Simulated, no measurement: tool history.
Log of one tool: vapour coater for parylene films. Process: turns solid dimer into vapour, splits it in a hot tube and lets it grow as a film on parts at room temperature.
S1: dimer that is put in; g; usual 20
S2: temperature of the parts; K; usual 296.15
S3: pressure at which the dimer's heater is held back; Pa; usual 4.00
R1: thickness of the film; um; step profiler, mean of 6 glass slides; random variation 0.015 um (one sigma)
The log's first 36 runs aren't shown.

| run | hour | S1 | S2 | S3 | R1 |
|---|---|---|---|---|---|
| 37 | 1453.4 | 23 | 289.15 | 3.80 | 10.49 |
| 38 | 1501.6 | 20 | 297.15 | 4.50 | 6.91 |
| 39 | 1556.3 | 12 | 297.15 | 7.72 | 4.03 |
| 40 | 1614.2 | 12 | 297.15 | 2.25 | 4.31 |
| 41 | 1652.7 | 20 | 296.15 | 2.07 | 7.46 |
| 42 | 1703.5 | 20 | 294.15 | 2.07 | 7.99 |
| 43 | 1753.2 | 14 | 302.15 | 4.63 | 4.09 |
| 44 | 1811.9 | 9 | 294.15 | 2.21 | 3.56 |
| 45 | 1847.9 | 10 | 305.15 | 5.80 | 2.60 |
| 46 | 1883.2 | 10 | 305.15 | 5.80 | 2.60 |
| 47 | 1941.5 | 10 | 297.15 | 5.58 | 3.40 |

Forecast each of these 3 alternatives for the next run:
| A | 1974.5 | 10 | 302.15 | 5.58 | ? |
| B | 1974.5 | 20 | 308.15 | 8.67 | ? |
| C | 1974.5 | 12 | 295.15 | 7.21 | ? |

| run | R1 |
|---|---|
| A | 2.87 |
| B | 4.58 |
| C | 4.28 |
Without the tool's hidden state the same runs would have given:
| run | R1 |
|---|---|
| A | 2.89 |
| B | 4.59 |
| C | 4.30 |
